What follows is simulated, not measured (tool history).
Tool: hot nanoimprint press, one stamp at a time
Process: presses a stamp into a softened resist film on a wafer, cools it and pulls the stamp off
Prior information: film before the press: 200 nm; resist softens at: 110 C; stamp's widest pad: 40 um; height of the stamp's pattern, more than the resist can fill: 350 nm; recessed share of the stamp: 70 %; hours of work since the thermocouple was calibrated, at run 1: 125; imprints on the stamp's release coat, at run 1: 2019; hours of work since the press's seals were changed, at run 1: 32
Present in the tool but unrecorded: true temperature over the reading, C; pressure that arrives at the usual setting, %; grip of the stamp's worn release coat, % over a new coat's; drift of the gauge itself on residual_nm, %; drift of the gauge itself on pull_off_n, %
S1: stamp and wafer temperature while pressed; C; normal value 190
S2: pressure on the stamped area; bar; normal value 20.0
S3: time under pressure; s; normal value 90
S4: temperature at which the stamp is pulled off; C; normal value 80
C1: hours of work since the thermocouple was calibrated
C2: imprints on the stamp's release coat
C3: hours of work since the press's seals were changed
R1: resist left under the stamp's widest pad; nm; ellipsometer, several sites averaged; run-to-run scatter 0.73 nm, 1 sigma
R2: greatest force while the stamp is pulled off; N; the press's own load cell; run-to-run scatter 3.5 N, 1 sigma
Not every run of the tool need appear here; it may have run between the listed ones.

run,hour,S1,S2,S3,S4,C1,C2,C3,R1,R2
1,0.0,190,20.0,90,80,125,2019,32,88.7,169
2,8.9,190,20.0,90,80,131,2059,38,91.8,169
3,18.2,190,20.0,90,80,138,2101,44,88.8,169
4,22.2,190,20.0,90,80,141,2119,47,91.6,170
5,29.4,190,22.2,90,80,146,2152,52,85.8,167
6,34.8,190,22.2,90,80,149,2177,56,84.4,171
7,39.3,190,20.0,90,80,152,2197,59,90.2,176
8,45.6,190,20.0,90,80,157,2226,63,89.2,173
9,49.6,190,20.0,90,80,160,2243,66,89.0,171
10,54.9,190,20.0,90,80,163,2268,70,90.0,170
# hour 62.6: stamp cleaned and given a new release coat
11,70.4,190,20.0,90,80,170,35,76,91.3,166
12,77.2,190,20.0,90,80,175,67,81,90.6,163
13,84.7,190,20.0,90,80,180,100,86,89.7,165
14,90.3,190,20.0,90,80,184,126,90,90.5,173
15,96.7,190,20.0,163,79,188,155,95,73.9,169
16,106.0,192,20.0,97,79,195,197,101,80.4,168
17,114.0,190,20.0,90,80,200,233,107,89.9,172
18,119.9,190,20.0,90,80,204,260,111,89.3,168
19,125.4,197,12.1,82,76,208,285,115,95.3,175
20,130.2,181,21.9,73,88,211,306,118,128.1,157
21,135.2,198,19.3,90,84,215,329,121,67.3,166
22,143.7,198,19.3,90,84,221,367,127,68.4,167
23,151.9,190,20.0,90,72,227,405,133,89.6,180
24,159.4,190,20.0,90,72,232,439,138,89.8,188
25,167.3,202,13.1,90,72,237,474,144,74.0,186

Each row is a separate what-if for the run after 25, all from the same tool condition, not one after another. Results?
A,174.3,189,18.0,90,80,242,506,148,?,?
B,174.3,182,19.1,125,72,242,506,148,?,?
C,174.3,201,20.6,90,72,242,506,148,?,?

run,R1,R2
A,99.4,166
B,112.5,177
C,59.7,189
What these runs would have given with no unlogged condition in the tool:
run,R1,R2
A,99.4,165
B,112.4,177
C,59.6,188
